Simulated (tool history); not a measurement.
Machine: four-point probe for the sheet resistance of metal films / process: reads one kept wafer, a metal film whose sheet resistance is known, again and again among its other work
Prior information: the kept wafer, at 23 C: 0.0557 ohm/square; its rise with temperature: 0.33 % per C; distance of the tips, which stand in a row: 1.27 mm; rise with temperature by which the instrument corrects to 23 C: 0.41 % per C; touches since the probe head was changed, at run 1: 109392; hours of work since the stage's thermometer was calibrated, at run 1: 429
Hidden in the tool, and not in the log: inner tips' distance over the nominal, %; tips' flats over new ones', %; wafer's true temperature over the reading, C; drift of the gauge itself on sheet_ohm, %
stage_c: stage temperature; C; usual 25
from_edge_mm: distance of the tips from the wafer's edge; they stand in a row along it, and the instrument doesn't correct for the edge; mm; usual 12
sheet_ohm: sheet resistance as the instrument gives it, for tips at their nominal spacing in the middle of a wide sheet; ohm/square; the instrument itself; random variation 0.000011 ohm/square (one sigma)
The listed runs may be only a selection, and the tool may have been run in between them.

| run | day | stage_c | from_edge_mm | touches since the probe head was changed | hours of work since the stage's thermometer was calibrated | sheet_ohm |
|---|---|---|---|---|---|---|
| 1 | 0 | 25 | 12 | 109392 | 429 | 0.056885 |
| 2 | 3.279 | 25 | 12 | 112511 | 469 | 0.056932 |
| 3 | 6.033 | 25 | 12 | 115132 | 503 | 0.056935 |
| 4 | 8.825 | 25 | 12 | 117788 | 538 | 0.056944 |
| 5 | 11.908 | 25 | 12 | 120718 | 576 | 0.05694 |
| 6 | 15.171 | 25 | 12 | 123823 | 616 | 0.056963 |
| 7 | 17.521 | 25 | 12 | 126058 | 645 | 0.056992 |
| 8 | 20.696 | 32 | 12 | 129076 | 684 | 0.056707 |
| 9 | 25.792 | 32 | 12 | 133923 | 747 | 0.056712 |
| 10 | 28.425 | 35 | 25 | 136429 | 780 | 0.056376 |
| 11 | 30.683 | 35 | 25 | 138577 | 807 | 0.056363 |
| 12 | 33.471 | 34 | 6 | 141231 | 842 | 0.057669 |

What does the tool deliver on the next run?
| 13 | 36.058 | 28 | 7 | 143691 | 874 | ? |

sheet_ohm: 0.057597 ohm/square
Were there no unlogged condition in the tool, this run, its random variation unchanged, would have produced sheet_ohm 0.056457 ohm/square.
